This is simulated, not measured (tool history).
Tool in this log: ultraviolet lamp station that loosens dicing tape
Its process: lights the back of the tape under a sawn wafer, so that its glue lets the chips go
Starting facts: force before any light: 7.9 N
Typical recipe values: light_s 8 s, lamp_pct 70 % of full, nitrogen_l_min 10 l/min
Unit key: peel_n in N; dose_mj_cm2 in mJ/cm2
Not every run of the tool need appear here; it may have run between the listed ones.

run 1 hour=0 | light_s=8 lamp_pct=70 nitrogen_l_min=10 | peel_n=1.107 dose_mj_cm2=379
run 2 hour=11 | light_s=8 lamp_pct=70 nitrogen_l_min=10 | peel_n=1.164 dose_mj_cm2=377
run 3 hour=18.8 | light_s=8 lamp_pct=70 nitrogen_l_min=10 | peel_n=1.175 dose_mj_cm2=372
run 4 hour=30.9 | light_s=8 lamp_pct=70 nitrogen_l_min=10 | peel_n=1.133 dose_mj_cm2=369
run 5 hour=38.8 | light_s=8 lamp_pct=70 nitrogen_l_min=10 | peel_n=1.146 dose_mj_cm2=372
run 6 hour=48.4 | light_s=8 lamp_pct=70 nitrogen_l_min=10 | peel_n=1.149 dose_mj_cm2=369
run 7 hour=60.9 | light_s=8 lamp_pct=70 nitrogen_l_min=10 | peel_n=1.203 dose_mj_cm2=367
run 8 hour=70.4 | light_s=8 lamp_pct=85 nitrogen_l_min=10 | peel_n=0.788 dose_mj_cm2=446
run 9 hour=80.6 | light_s=8 lamp_pct=85 nitrogen_l_min=10 | peel_n=0.806 dose_mj_cm2=446
run 10 hour=90.9 | light_s=11 lamp_pct=60 nitrogen_l_min=8 | peel_n=0.951 dose_mj_cm2=426
run 11 hour=97.2 | light_s=11 lamp_pct=60 nitrogen_l_min=8 | peel_n=0.959 dose_mj_cm2=432
run 12 hour=103.1 | light_s=8 lamp_pct=68 nitrogen_l_min=4 | peel_n=1.832 dose_mj_cm2=357
run 13 hour=109 | light_s=8 lamp_pct=70 nitrogen_l_min=17 | peel_n=1.016 dose_mj_cm2=368
run 14 hour=121.4 | light_s=5 lamp_pct=70 nitrogen_l_min=17 | peel_n=2.092 dose_mj_cm2=223
run 15 hour=135.5 | light_s=5 lamp_pct=81 nitrogen_l_min=6 | peel_n=2.41 dose_mj_cm2=255
run 16 hour=142.3 | light_s=8 lamp_pct=69 nitrogen_l_min=5 | peel_n=1.66 dose_mj_cm2=358

Results per run with the tool's hidden condition removed, run-to-run variation unchanged:
What the log doesn't record here: lamp's light, % of a new lamp's; light that the window lets through, % of a clean one's; drift of the gauge itself on peel_n, %; drift of the gauge itself on dose_mj_cm2, %.
run=1 peel_n=1.018 dose_mj_cm2=396
run=2 peel_n=1.062 dose_mj_cm2=395
run=3 peel_n=1.066 dose_mj_cm2=391
run=4 peel_n=1.02 dose_mj_cm2=390
run=5 peel_n=1.025 dose_mj_cm2=394
run=6 peel_n=1.023 dose_mj_cm2=393
run=7 peel_n=1.059 dose_mj_cm2=392
run=8 peel_n=0.673 dose_mj_cm2=478
run=9 peel_n=0.685 dose_mj_cm2=480
run=10 peel_n=0.809 dose_mj_cm2=460
run=11 peel_n=0.811 dose_mj_cm2=468
run=12 peel_n=1.62 dose_mj_cm2=387
run=13 peel_n=0.853 dose_mj_cm2=400
run=14 peel_n=1.857 dose_mj_cm2=244
run=15 peel_n=2.143 dose_mj_cm2=280
run=16 peel_n=1.422 dose_mj_cm2=394
